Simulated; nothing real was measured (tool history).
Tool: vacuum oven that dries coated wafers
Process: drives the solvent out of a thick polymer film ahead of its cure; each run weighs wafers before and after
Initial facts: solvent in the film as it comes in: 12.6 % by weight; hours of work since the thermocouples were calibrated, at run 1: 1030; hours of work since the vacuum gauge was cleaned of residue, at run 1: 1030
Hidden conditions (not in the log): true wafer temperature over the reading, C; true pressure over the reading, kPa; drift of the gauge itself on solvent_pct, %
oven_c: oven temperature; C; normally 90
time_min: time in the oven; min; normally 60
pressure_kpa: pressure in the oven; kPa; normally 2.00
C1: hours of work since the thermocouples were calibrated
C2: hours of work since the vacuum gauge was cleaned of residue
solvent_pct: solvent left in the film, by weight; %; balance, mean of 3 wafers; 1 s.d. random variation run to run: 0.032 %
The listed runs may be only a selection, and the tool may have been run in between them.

run 1 hour=0.0 | oven_c=90 time_min=60 pressure_kpa=2.00 | C1=1030 C2=1030 | solvent_pct=2.20
run 2 hour=94.7 | oven_c=90 time_min=60 pressure_kpa=2.57 | C1=1104 C2=1104 | solvent_pct=2.63
run 3 hour=154.9 | oven_c=90 time_min=60 pressure_kpa=2.57 | C1=1151 C2=1151 | solvent_pct=2.68
run 4 hour=258.3 | oven_c=90 time_min=66 pressure_kpa=2.00 | C1=1232 C2=1232 | solvent_pct=2.22
run 5 hour=351.3 | oven_c=90 time_min=66 pressure_kpa=2.00 | C1=1305 C2=1305 | solvent_pct=2.29
run 6 hour=417.0 | oven_c=90 time_min=66 pressure_kpa=2.00 | C1=1356 C2=1356 | solvent_pct=2.24
-- hour=482.3 oven's thermocouples calibrated
run 7 hour=486.3 | oven_c=90 time_min=66 pressure_kpa=2.00 | C1=3 C2=1409 | solvent_pct=2.11
run 8 hour=567.6 | oven_c=90 time_min=66 pressure_kpa=2.00 | C1=67 C2=1472 | solvent_pct=2.10
-- hour=601.3 vacuum gauge cleaned of residue and calibrated
run 9 hour=630.8 | oven_c=90 time_min=60 pressure_kpa=2.00 | C1=115 C2=23 | solvent_pct=1.70
run 10 hour=731.2 | oven_c=90 time_min=60 pressure_kpa=2.00 | C1=194 C2=102 | solvent_pct=1.75
run 11 hour=795.9 | oven_c=90 time_min=60 pressure_kpa=2.00 | C1=244 C2=152 | solvent_pct=1.74
run 12 hour=866.9 | oven_c=90 time_min=60 pressure_kpa=2.00 | C1=300 C2=208 | solvent_pct=1.78
run 13 hour=954.6 | oven_c=90 time_min=60 pressure_kpa=2.00 | C1=368 C2=276 | solvent_pct=1.86
run 14 hour=1055.6 | oven_c=90 time_min=39 pressure_kpa=2.00 | C1=447 C2=355 | solvent_pct=2.70
run 15 hour=1127.5 | oven_c=90 time_min=39 pressure_kpa=2.00 | C1=503 C2=412 | solvent_pct=2.66
run 16 hour=1209.3 | oven_c=90 time_min=39 pressure_kpa=2.00 | C1=568 C2=476 | solvent_pct=2.80
run 17 hour=1254.4 | oven_c=90 time_min=39 pressure_kpa=2.00 | C1=603 C2=511 | solvent_pct=2.71
run 18 hour=1334.1 | oven_c=85 time_min=39 pressure_kpa=2.00 | C1=665 C2=573 | solvent_pct=3.77
run 19 hour=1396.3 | oven_c=85 time_min=39 pressure_kpa=2.00 | C1=714 C2=622 | solvent_pct=3.76
run 20 hour=1441.9 | oven_c=81 time_min=60 pressure_kpa=2.00 | C1=749 C2=658 | solvent_pct=3.48
run 21 hour=1498.7 | oven_c=81 time_min=60 pressure_kpa=2.00 | C1=794 C2=702 | solvent_pct=3.53
run 22 hour=1545.4 | oven_c=90 time_min=60 pressure_kpa=2.03 | C1=830 C2=738 | solvent_pct=2.06
run 23 hour=1596.8 | oven_c=90 time_min=60 pressure_kpa=2.03 | C1=871 C2=779 | solvent_pct=2.07
run 24 hour=1676.1 | oven_c=90 time_min=60 pressure_kpa=2.03 | C1=933 C2=841 | solvent_pct=2.05
run 25 hour=1778.8 | oven_c=95 time_min=94 pressure_kpa=2.03 | C1=1013 C2=921 | solvent_pct=1.37
run 26 hour=1860.5 | oven_c=102 time_min=94 pressure_kpa=2.03 | C1=1077 C2=985 | solvent_pct=1.12
run 27 hour=1955.4 | oven_c=86 time_min=50 pressure_kpa=2.00 | C1=1151 C2=1059 | solvent_pct=3.20
run 28 hour=2009.7 | oven_c=86 time_min=50 pressure_kpa=2.00 | C1=1194 C2=1102 | solvent_pct=3.23
run 29 hour=2074.0 | oven_c=86 time_min=50 pressure_kpa=2.00 | C1=1244 C2=1152 | solvent_pct=3.19
run 30 hour=2144.8 | oven_c=91 time_min=50 pressure_kpa=2.00 | C1=1299 C2=1207 | solvent_pct=2.39
run 31 hour=2203.8 | oven_c=91 time_min=42 pressure_kpa=4.65 | C1=1345 C2=1253 | solvent_pct=4.33
run 32 hour=2267.5 | oven_c=90 time_min=97 pressure_kpa=2.00 | C1=1395 C2=1303 | solvent_pct=1.94
-- hour=2286.8 oven's thermocouples calibrated
run 33 hour=2345.7 | oven_c=90 time_min=97 pressure_kpa=2.75 | C1=46 C2=1363 | solvent_pct=2.18
run 34 hour=2451.5 | oven_c=90 time_min=97 pressure_kpa=2.75 | C1=129 C2=1446 | solvent_pct=2.26
-- hour=2518.9 vacuum gauge cleaned of residue and calibrated
run 35 hour=2532.5 | oven_c=90 time_min=97 pressure_kpa=2.75 | C1=191 C2=11 | solvent_pct=1.88
run 36 hour=2590.9 | oven_c=82 time_min=82 pressure_kpa=3.33 | C1=237 C2=56 | solvent_pct=3.41
run 37 hour=2667.4 | oven_c=82 time_min=82 pressure_kpa=3.33 | C1=297 C2=116 | solvent_pct=3.35
run 38 hour=2746.3 | oven_c=90 time_min=98 pressure_kpa=2.00 | C1=358 C2=178 | solvent_pct=1.41
run 39 hour=2851.9 | oven_c=103 time_min=61 pressure_kpa=1.23 | C1=441 C2=260 | solvent_pct=0.62
run 40 hour=2921.2 | oven_c=90 time_min=85 pressure_kpa=1.11 | C1=495 C2=315 | solvent_pct=0.95
run 41 hour=3000.6 | oven_c=90 time_min=85 pressure_kpa=1.11 | C1=557 C2=377 | solvent_pct=0.94
run 42 hour=3087.1 | oven_c=90 time_min=85 pressure_kpa=1.11 | C1=625 C2=444 | solvent_pct=0.97
run 43 hour=3168.4 | oven_c=100 time_min=52 pressure_kpa=1.73 | C1=688 C2=508 | solvent_pct=0.97
run 44 hour=3237.3 | oven_c=97 time_min=48 pressure_kpa=4.44 | C1=742 C2=562 | solvent_pct=2.65
run 45 hour=3290.9 | oven_c=77 time_min=48 pressure_kpa=4.44 | C1=784 C2=604 | solvent_pct=6.97
run 46 hour=3363.4 | oven_c=98 time_min=40 pressure_kpa=2.60 | C1=841 C2=661 | solvent_pct=1.89

How the hidden state differs across the entries between the runs, from the last listed run before each to the first after it:
After run 6, before run 7: oven's thermocouples calibrated (hour 482.3)
  true wafer temperature over the reading, C: -2.26 -> -0.25; true pressure over the reading, kPa: 0.725 -> 0.751
  the result without the hidden state subtracted from the measured one, solvent_pct: +0.72 -> +0.50 %
After run 8, before run 9: vacuum gauge cleaned of residue and calibrated (hour 601.3)
  true wafer temperature over the reading, C: -0.34 -> -0.41; true pressure over the reading, kPa: 0.782 -> 0.007
  the result without the hidden state subtracted from the measured one, solvent_pct: +0.53 -> +0.04 %
After run 32, before run 33: oven's thermocouples calibrated (hour 2286.8)
  true wafer temperature over the reading, C: -2.16 -> 0.17; true pressure over the reading, kPa: 0.62 -> 0.65
  the result without the hidden state subtracted from the measured one, solvent_pct: +0.58 -> +0.40 %
After run 34, before run 35: vacuum gauge cleaned of residue and calibrated (hour 2518.9)
  true wafer temperature over the reading, C: 0.06 -> -0.02; true pressure over the reading, kPa: 0.69 -> 0.006
  the result without the hidden state subtracted from the measured one, solvent_pct: +0.43 -> +0.00 %

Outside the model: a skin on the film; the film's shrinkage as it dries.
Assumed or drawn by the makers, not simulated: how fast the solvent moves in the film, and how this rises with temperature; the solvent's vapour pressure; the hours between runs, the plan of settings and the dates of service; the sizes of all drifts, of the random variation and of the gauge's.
